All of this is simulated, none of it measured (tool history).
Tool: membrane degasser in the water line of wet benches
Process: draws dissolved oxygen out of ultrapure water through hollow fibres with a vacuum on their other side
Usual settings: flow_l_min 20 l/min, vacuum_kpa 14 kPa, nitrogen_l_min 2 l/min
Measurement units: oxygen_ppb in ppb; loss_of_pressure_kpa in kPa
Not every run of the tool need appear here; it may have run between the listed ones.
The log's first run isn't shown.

run,hour,flow_l_min,vacuum_kpa,nitrogen_l_min,oxygen_ppb,loss_of_pressure_kpa
2,31.3,20,14,2,300,44.29
3,70.2,20,14.2,2,301.4,44.65
4,118.9,20,14,1.91,310.5,44.24
5,163.9,20,14,1.91,310.6,44.31
6,233.7,20,14,2,298.3,44.08
7,288.7,20,14,2,295.8,44.2
8,327,20,14,2,296.4,44.49
9,372.1,20,14,2,298,43.84
10,407.8,20,14,2,298.4,44.4
11,466.6,20,14,2,301.7,43.98
12,515.6,20,14,2,299.8,43.98
13,562.6,20,14,2,296.3,44.13
14,632.8,20,14,2,305,44.03
15,664.3,20,14,2,300.3,44.03
16,719.2,20,14,2,306.4,44.51
17,771.6,30,14,3.14,437.3,66.83
18,845.1,30,14,3.14,428.8,66.29
19,892.7,13,14,3.14,116.5,28.7

The next listed run, before its measurement:
20,956.6,20,21.8,5.79,?,?

Run 20 measured oxygen_ppb 209.1 ppb, loss_of_pressure_kpa 44.56 kPa.
With the hidden condition absent and the run-to-run variation left alone, this run would have shown oxygen_ppb 203.6 ppb, loss_of_pressure_kpa 43.82 kPa.

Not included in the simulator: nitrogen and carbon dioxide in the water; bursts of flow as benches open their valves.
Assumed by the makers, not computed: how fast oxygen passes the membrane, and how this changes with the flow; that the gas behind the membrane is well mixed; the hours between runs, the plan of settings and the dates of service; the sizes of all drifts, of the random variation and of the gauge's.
